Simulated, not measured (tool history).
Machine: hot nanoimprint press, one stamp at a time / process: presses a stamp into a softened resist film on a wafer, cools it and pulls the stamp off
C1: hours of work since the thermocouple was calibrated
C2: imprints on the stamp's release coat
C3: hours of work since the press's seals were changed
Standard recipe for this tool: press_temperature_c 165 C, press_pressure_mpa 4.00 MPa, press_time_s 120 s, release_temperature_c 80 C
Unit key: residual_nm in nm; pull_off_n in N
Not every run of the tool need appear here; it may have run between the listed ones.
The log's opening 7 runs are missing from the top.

run 8 day=3.567 | press_temperature_c=165 press_pressure_mpa=4.00 press_time_s=120 release_temperature_c=80 | C1=493 C2=109 C3=324 | residual_nm=113.9 pull_off_n=230
run 9 day=3.996 | press_temperature_c=171 press_pressure_mpa=4.00 press_time_s=120 release_temperature_c=80 | C1=498 C2=133 C3=330 | residual_nm=93.1 pull_off_n=226
run 10 day=4.550 | press_temperature_c=171 press_pressure_mpa=4.00 press_time_s=120 release_temperature_c=80 | C1=505 C2=165 C3=336 | residual_nm=93.0 pull_off_n=233
-- day=5.017 plate thermocouple calibrated
run 11 day=5.308 | press_temperature_c=171 press_pressure_mpa=4.00 press_time_s=120 release_temperature_c=80 | C1=4 C2=201 C3=344 | residual_nm=97.8 pull_off_n=239
run 12 day=5.767 | press_temperature_c=165 press_pressure_mpa=4.00 press_time_s=120 release_temperature_c=88 | C1=9 C2=227 C3=350 | residual_nm=119.1 pull_off_n=190
run 13 day=6.367 | press_temperature_c=165 press_pressure_mpa=4.00 press_time_s=120 release_temperature_c=80 | C1=17 C2=261 C3=357 | residual_nm=119.3 pull_off_n=244
run 14 day=6.667 | press_temperature_c=165 press_pressure_mpa=4.00 press_time_s=120 release_temperature_c=80 | C1=20 C2=278 C3=361 | residual_nm=119.5 pull_off_n=239
run 15 day=7.146 | press_temperature_c=165 press_pressure_mpa=4.00 press_time_s=120 release_temperature_c=80 | C1=26 C2=305 C3=367 | residual_nm=119.1 pull_off_n=243
run 16 day=7.583 | press_temperature_c=165 press_pressure_mpa=4.00 press_time_s=120 release_temperature_c=80 | C1=32 C2=330 C3=372 | residual_nm=119.4 pull_off_n=240
run 17 day=8.000 | press_temperature_c=160 press_pressure_mpa=3.44 press_time_s=120 release_temperature_c=80 | C1=37 C2=354 C3=377 | residual_nm=150.7 pull_off_n=240
run 18 day=8.496 | press_temperature_c=160 press_pressure_mpa=3.44 press_time_s=120 release_temperature_c=80 | C1=43 C2=382 C3=383 | residual_nm=150.1 pull_off_n=248
run 19 day=9.067 | press_temperature_c=160 press_pressure_mpa=4.59 press_time_s=66 release_temperature_c=71 | C1=50 C2=415 C3=390 | residual_nm=158.3 pull_off_n=304
run 20 day=9.379 | press_temperature_c=164 press_pressure_mpa=4.59 press_time_s=66 release_temperature_c=75 | C1=54 C2=432 C3=394 | residual_nm=140.0 pull_off_n=280
run 21 day=9.712 | press_temperature_c=169 press_pressure_mpa=3.16 press_time_s=129 release_temperature_c=71 | C1=58 C2=451 C3=398 | residual_nm=114.6 pull_off_n=305
run 22 day=10.042 | press_temperature_c=173 press_pressure_mpa=5.69 press_time_s=120 release_temperature_c=80 | C1=62 C2=470 C3=402 | residual_nm=75.1 pull_off_n=243
run 23 day=10.492 | press_temperature_c=173 press_pressure_mpa=5.69 press_time_s=120 release_temperature_c=80 | C1=67 C2=495 C3=408 | residual_nm=75.1 pull_off_n=248
run 24 day=10.796 | press_temperature_c=163 press_pressure_mpa=4.00 press_time_s=120 release_temperature_c=66 | C1=71 C2=513 C3=412 | residual_nm=127.1 pull_off_n=341
run 25 day=11.429 | press_temperature_c=156 press_pressure_mpa=3.63 press_time_s=120 release_temperature_c=66 | C1=79 C2=549 C3=419 | residual_nm=165.5 pull_off_n=342
run 26 day=11.921 | press_temperature_c=156 press_pressure_mpa=4.62 press_time_s=122 release_temperature_c=76 | C1=85 C2=577 C3=425 | residual_nm=150.3 pull_off_n=274
run 27 day=12.262 | press_temperature_c=156 press_pressure_mpa=4.62 press_time_s=122 release_temperature_c=81 | C1=89 C2=596 C3=430 | residual_nm=150.0 pull_off_n=250
run 28 day=12.812 | press_temperature_c=172 press_pressure_mpa=4.00 press_time_s=62 release_temperature_c=69 | C1=96 C2=628 C3=436 | residual_nm=118.8 pull_off_n=328
run 29 day=13.508 | press_temperature_c=172 press_pressure_mpa=4.00 press_time_s=62 release_temperature_c=69 | C1=104 C2=667 C3=445 | residual_nm=118.9 pull_off_n=328
run 30 day=14.050 | press_temperature_c=169 press_pressure_mpa=4.00 press_time_s=120 release_temperature_c=79 | C1=111 C2=698 C3=452 | residual_nm=103.7 pull_off_n=266

Predict each of these 4 candidate next runs independently; none follows another, all start after run 30:
run A day=14.496 | press_temperature_c=165 press_pressure_mpa=4.00 press_time_s=148 release_temperature_c=80 | C1=116 C2=723 C3=457 | residual_nm=? pull_off_n=?
run B day=14.496 | press_temperature_c=169 press_pressure_mpa=3.53 press_time_s=120 release_temperature_c=71 | C1=116 C2=723 C3=457 | residual_nm=? pull_off_n=?
run C day=14.496 | press_temperature_c=171 press_pressure_mpa=3.34 press_time_s=120 release_temperature_c=67 | C1=116 C2=723 C3=457 | residual_nm=? pull_off_n=?
run D day=14.496 | press_temperature_c=165 press_pressure_mpa=3.26 press_time_s=120 release_temperature_c=73 | C1=116 C2=723 C3=457 | residual_nm=? pull_off_n=?

run=A residual_nm=110.5 pull_off_n=257
run=B residual_nm=110.7 pull_off_n=318
run=C residual_nm=106.5 pull_off_n=348
run=D residual_nm=130.8 pull_off_n=307
Had the tool no hidden state, the same runs would have come out as:
run=A residual_nm=109.9 pull_off_n=233
run=B residual_nm=110.2 pull_off_n=288
run=C residual_nm=106.1 pull_off_n=315
run=D residual_nm=130.4 pull_off_n=278
